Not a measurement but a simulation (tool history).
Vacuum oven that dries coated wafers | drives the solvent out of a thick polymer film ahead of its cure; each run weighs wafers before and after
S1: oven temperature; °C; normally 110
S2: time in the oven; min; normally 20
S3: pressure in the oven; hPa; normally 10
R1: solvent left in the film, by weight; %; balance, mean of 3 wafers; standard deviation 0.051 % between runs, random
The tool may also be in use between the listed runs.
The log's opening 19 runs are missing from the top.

run	hour	S1	S2	S3	R1
20	196.3	113	20	17.8	1.3
21	204.6	113	20	17.8	1.23
22	214.8	124	27	9.6	0.33
23	221.1	119	17	7.4	0.46
24	227.7	119	17	7.4	0.37
25	237.4	119	17	7.4	0.5
26	248.1	119	17	7.4	0.4
27	254.5	99	17	8.8	4.96
28	265.3	114	20	9.6	0.82
29	273.2	114	20	9.6	0.79
30	282.2	97	20	36.1	6.88
31	295.5	97	20	36.1	6.75

Predict each of these 3 candidate next runs independently; none follows another, all start after run 31:
A	307.3	109	12	10	?
B	307.3	113	22	10	?
C	307.3	123	17	25.2	?

run	R1
A	3.23
B	0.75
C	1.01
Had the tool no hidden state, the same runs would have come out as:
run	R1
A	2.71
B	0.61
C	0.93
